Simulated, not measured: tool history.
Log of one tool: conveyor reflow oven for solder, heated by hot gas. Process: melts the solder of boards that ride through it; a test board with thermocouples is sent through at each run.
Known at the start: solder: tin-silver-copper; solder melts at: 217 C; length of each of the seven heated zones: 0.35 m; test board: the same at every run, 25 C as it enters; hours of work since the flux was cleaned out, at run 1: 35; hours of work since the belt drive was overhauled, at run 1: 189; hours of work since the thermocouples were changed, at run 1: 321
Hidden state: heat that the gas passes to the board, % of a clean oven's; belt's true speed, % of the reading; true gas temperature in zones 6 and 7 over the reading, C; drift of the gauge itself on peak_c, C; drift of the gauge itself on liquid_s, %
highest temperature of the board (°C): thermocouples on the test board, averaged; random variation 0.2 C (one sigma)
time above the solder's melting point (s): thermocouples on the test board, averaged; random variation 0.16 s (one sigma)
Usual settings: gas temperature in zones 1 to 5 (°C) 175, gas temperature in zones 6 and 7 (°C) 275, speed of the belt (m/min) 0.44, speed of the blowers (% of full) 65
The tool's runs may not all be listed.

| run | hour | gas temperature in zones 1 to 5 (°C) | gas temperature in zones 6 and 7 (°C) | speed of the belt (m/min) | speed of the blowers (% of full) | hours of work since the flux was cleaned out | hours of work since the belt drive was overhauled | hours of work since the thermocouples were changed | highest temperature of the board (°C) | time above the solder's melting point (s) |
|---|---|---|---|---|---|---|---|---|---|---|
| 1 | 0 | 175 | 275 | 0.44 | 65 | 35 | 189 | 321 | 259.7 | 77.7 |
| 2 | 14.9 | 175 | 275 | 0.44 | 65 | 47 | 200 | 332 | 259.6 | 77.6 |
| 3 | 23.5 | 175 | 275 | 0.44 | 65 | 54 | 207 | 339 | 259.2 | 77.7 |
| 4 | 41.6 | 175 | 265 | 0.44 | 65 | 68 | 221 | 353 | 250.5 | 70.8 |
| 5 | 51.3 | 175 | 275 | 0.403 | 65 | 76 | 229 | 361 | 261.7 | 87.5 |
| 6 | 71.6 | 175 | 275 | 0.403 | 65 | 92 | 245 | 377 | 261.7 | 87.4 |
| 7 | 89.4 | 175 | 275 | 0.403 | 65 | 106 | 259 | 391 | 261.9 | 87.6 |
| 8 | 102.9 | 175 | 275 | 0.403 | 65 | 116 | 270 | 402 | 262.2 | 87.2 |
| 9 | 118.9 | 175 | 275 | 0.403 | 65 | 129 | 283 | 415 | 261.8 | 87.6 |
| 10 | 133.9 | 175 | 275 | 0.403 | 65 | 141 | 294 | 426 | 261.7 | 87.6 |
| 11 | 150.5 | 175 | 275 | 0.403 | 65 | 154 | 308 | 440 | 261.8 | 87.6 |

Forecast run 12:
| 12 | 167.5 | 163 | 267 | 0.416 | 65 | 167 | 321 | 453 | ? | ? |

highest temperature of the board (°C): 252
time above the solder's melting point (s): 71.4
Without the tool's hidden state the same run would have given highest temperature of the board (°C) 252.1, time above the solder's melting point (s) 71.5.

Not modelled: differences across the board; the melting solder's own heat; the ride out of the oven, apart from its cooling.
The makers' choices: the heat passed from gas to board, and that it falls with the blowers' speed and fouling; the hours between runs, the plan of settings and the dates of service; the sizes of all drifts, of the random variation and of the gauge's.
